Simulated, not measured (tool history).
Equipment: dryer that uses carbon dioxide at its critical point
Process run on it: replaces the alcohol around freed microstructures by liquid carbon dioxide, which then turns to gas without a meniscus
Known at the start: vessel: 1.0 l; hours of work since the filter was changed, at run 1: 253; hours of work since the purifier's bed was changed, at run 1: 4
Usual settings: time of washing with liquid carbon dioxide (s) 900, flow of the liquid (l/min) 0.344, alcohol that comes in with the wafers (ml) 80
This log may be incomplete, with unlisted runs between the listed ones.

run,hour,time of washing with liquid carbon dioxide (s),flow of the liquid (l/min),alcohol that comes in with the wafers (ml),hours of work since the filter was changed,hours of work since the purifier's bed was changed,alcohol left in the vessel before it's heated (ppm by volume)
1,0,900,0.344,80,253,4,1515
2,30.2,900,0.442,80,272,22,559
3,55.7,900,0.442,80,288,38,562
4,73.3,900,0.442,80,299,49,577
5,93.8,900,0.442,80,311,62,587
6,130.3,900,0.442,80,334,84,589
# hour 141.3: inlet filter changed
7,168.5,780,0.344,80,17,107,2172
8,197.9,780,0.344,80,35,125,2185
9,215.5,780,0.344,80,46,136,2251
10,238.1,780,0.344,80,60,150,2302
11,261.1,780,0.344,80,74,165,2314
12,282.5,1380,0.344,43,87,178,101
13,320,1020,0.392,22,111,201,142
14,341.5,1020,0.392,22,124,214,144
15,361.2,1020,0.392,22,136,226,146
16,383.8,1080,0.43,68,150,240,196
17,399.7,1080,0.43,68,160,250,194

Estimate the outcome of run 18 from the log above:
18,420.3,1140,0.386,30,173,263,?

Run 18 came out at alcohol left in the vessel before it's heated (ppm by volume) 130.
Minus the tool's unlogged condition, the same run would have read alcohol left in the vessel before it's heated (ppm by volume) 81.
